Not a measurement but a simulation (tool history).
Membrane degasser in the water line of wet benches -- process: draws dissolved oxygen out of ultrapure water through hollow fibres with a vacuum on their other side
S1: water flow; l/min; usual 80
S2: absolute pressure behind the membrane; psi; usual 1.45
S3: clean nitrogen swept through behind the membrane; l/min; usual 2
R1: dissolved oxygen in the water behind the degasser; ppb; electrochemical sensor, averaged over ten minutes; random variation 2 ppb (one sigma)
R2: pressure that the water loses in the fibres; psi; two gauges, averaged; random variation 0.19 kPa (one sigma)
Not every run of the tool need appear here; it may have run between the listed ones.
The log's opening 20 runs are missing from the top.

run,day,S1,S2,S3,R1,R2
21,78.317,91,1.26,1.03,755.4,6.546
22,80.85,64,1.26,3.53,226.8,4.535
23,84.921,84,1.45,3.48,356.7,6.016
24,90.4,80,1.06,5.53,144.1,5.716
25,96.054,80,1.06,5.53,144.8,5.697
26,98.821,82,0.93,5.53,118.5,5.813
27,102.979,80,0.91,4.14,143.9,5.723
28,105.312,109,3.06,2.64,1310.1,7.806
29,109.612,68,3.07,2.64,910.3,4.888
30,114.188,68,3.07,2.64,908.1,4.898
31,119.762,68,3.07,4.4,601.2,4.824

3 options for the next run, each taken on its own from the tool as it stands now. Forecast them:
A,123.362,75,1.55,4.4,?,?
B,123.362,80,1.74,0.86,?,?
C,123.362,68,3.07,5.33,?,?

run,R1,R2
A,288.2,5.423
B,1189.2,5.745
C,510.9,4.894
Without the tool's hidden state the same runs would have given:
run,R1,R2
A,283.3,5.263
B,1178.4,5.575
C,506.8,4.749
